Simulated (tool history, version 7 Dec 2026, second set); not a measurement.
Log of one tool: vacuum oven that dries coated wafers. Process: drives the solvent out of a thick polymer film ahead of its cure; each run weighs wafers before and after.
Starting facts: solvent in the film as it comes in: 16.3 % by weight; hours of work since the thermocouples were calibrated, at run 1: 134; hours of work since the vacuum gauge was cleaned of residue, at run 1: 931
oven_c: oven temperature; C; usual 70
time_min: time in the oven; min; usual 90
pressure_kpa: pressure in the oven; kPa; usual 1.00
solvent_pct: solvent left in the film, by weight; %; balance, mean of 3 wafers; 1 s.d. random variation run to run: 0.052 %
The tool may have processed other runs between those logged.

run   hour  oven_c  time_min  pressure_kpa  hours of work since the thermocouples were calibrated  hours of work since the vacuum gauge was cleaned of residue  solvent_pct
  1    0.0      70        90          1.00                                                    134                                                          931         1.61
  2   39.1      70        90          1.00                                                    151                                                          948         1.69
  3  110.5      70        90          1.00                                                    182                                                          980         1.69
  4  192.9      70        90          1.64                                                    218                                                         1016         2.19
  5  248.5      70        90          1.64                                                    243                                                         1040         2.15
  6  297.0      70        90          1.64                                                    264                                                         1061         2.25
  7  349.1      55       140          1.12                                                    287                                                         1084         5.06
  8  426.2      64        64          0.55                                                    320                                                         1118         4.18
  9  461.7      64        64          0.55                                                    336                                                         1133         4.18
 10  502.6      64        64          0.55                                                    354                                                         1151         4.20

Run 11 is up next; what results do you expect?
 11  577.8      61       111          1.24                                                    386                                                         1184            ?

Run 11 produced solvent_pct 3.87 %.
Take away the tool's hidden state, keep the run-to-run variation as it was, and the same run would have given solvent_pct 3.63 %.

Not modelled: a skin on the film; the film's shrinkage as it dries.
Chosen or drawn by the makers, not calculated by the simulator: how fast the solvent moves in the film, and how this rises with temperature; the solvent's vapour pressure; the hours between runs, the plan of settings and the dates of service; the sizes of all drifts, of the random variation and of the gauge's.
